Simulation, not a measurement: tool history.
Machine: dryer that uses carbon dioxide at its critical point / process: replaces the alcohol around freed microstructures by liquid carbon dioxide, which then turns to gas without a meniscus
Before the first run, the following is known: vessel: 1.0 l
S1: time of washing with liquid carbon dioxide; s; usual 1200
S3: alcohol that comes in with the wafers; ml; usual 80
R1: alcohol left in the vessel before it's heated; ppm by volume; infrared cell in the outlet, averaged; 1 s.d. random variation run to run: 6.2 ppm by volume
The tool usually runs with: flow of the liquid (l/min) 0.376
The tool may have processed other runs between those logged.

run 1 hour=0.0 | S1=1200 flow_of_the_liquid_(l/min)=0.376 S3=80 | R1=344
run 2 hour=23.5 | S1=1200 flow_of_the_liquid_(l/min)=0.376 S3=80 | R1=363
run 3 hour=37.8 | S1=1200 flow_of_the_liquid_(l/min)=0.376 S3=80 | R1=365
run 4 hour=53.5 | S1=1200 flow_of_the_liquid_(l/min)=0.376 S3=80 | R1=375
run 5 hour=73.0 | S1=1200 flow_of_the_liquid_(l/min)=0.376 S3=80 | R1=381
run 6 hour=85.1 | S1=1200 flow_of_the_liquid_(l/min)=0.376 S3=80 | R1=369
run 7 hour=108.6 | S1=1200 flow_of_the_liquid_(l/min)=0.376 S3=28 | R1=176
run 8 hour=126.6 | S1=1200 flow_of_the_liquid_(l/min)=0.376 S3=28 | R1=187
run 9 hour=150.6 | S1=1200 flow_of_the_liquid_(l/min)=0.376 S3=80 | R1=384
run 10 hour=172.3 | S1=1200 flow_of_the_liquid_(l/min)=0.376 S3=58 | R1=318
run 11 hour=192.0 | S1=1200 flow_of_the_liquid_(l/min)=0.376 S3=58 | R1=322
run 12 hour=213.3 | S1=1200 flow_of_the_liquid_(l/min)=0.456 S3=80 | R1=168
run 13 hour=230.6 | S1=1200 flow_of_the_liquid_(l/min)=0.376 S3=80 | R1=402
run 14 hour=248.9 | S1=1200 flow_of_the_liquid_(l/min)=0.376 S3=80 | R1=420
run 15 hour=265.5 | S1=1260 flow_of_the_liquid_(l/min)=0.376 S3=80 | R1=344
run 16 hour=279.3 | S1=780 flow_of_the_liquid_(l/min)=0.272 S3=72 | R1=5894
run 17 hour=298.4 | S1=1260 flow_of_the_liquid_(l/min)=0.327 S3=72 | R1=591
run 18 hour=313.4 | S1=1200 flow_of_the_liquid_(l/min)=0.370 S3=80 | R1=463
run 19 hour=324.9 | S1=1200 flow_of_the_liquid_(l/min)=0.370 S3=80 | R1=468
run 20 hour=343.7 | S1=1200 flow_of_the_liquid_(l/min)=0.370 S3=80 | R1=476
run 21 hour=357.6 | S1=1260 flow_of_the_liquid_(l/min)=0.477 S3=39 | R1=124
-- hour=367.7 inlet filter changed
run 22 hour=368.8 | S1=840 flow_of_the_liquid_(l/min)=0.477 S3=71 | R1=485
run 23 hour=380.7 | S1=840 flow_of_the_liquid_(l/min)=0.354 S3=54 | R1=1319
run 24 hour=397.1 | S1=1560 flow_of_the_liquid_(l/min)=0.408 S3=22 | R1=120
run 25 hour=420.4 | S1=1200 flow_of_the_liquid_(l/min)=0.376 S3=84 | R1=365
run 26 hour=442.1 | S1=1200 flow_of_the_liquid_(l/min)=0.376 S3=84 | R1=372
run 27 hour=456.8 | S1=1200 flow_of_the_liquid_(l/min)=0.378 S3=55 | R1=263
run 28 hour=475.6 | S1=900 flow_of_the_liquid_(l/min)=0.363 S3=55 | R1=991
run 29 hour=495.4 | S1=900 flow_of_the_liquid_(l/min)=0.443 S3=34 | R1=321

4 ways to go on from here, each from the tool as it stands after run 29. What would each give?
run A hour=508.5 | S1=1080 flow_of_the_liquid_(l/min)=0.425 S3=24 | R1=?
run B hour=508.5 | S1=1020 flow_of_the_liquid_(l/min)=0.376 S3=80 | R1=?
run C hour=508.5 | S1=900 flow_of_the_liquid_(l/min)=0.230 S3=34 | R1=?
run D hour=508.5 | S1=1560 flow_of_the_liquid_(l/min)=0.248 S3=52 | R1=?

run=A R1=185
run=B R1=733
run=C R1=2689
run=D R1=529
Stripped of hidden state, with their random variation kept, the same runs would have yielded:
run=A R1=65
run=B R1=583
run=C R1=2497
run=D R1=395
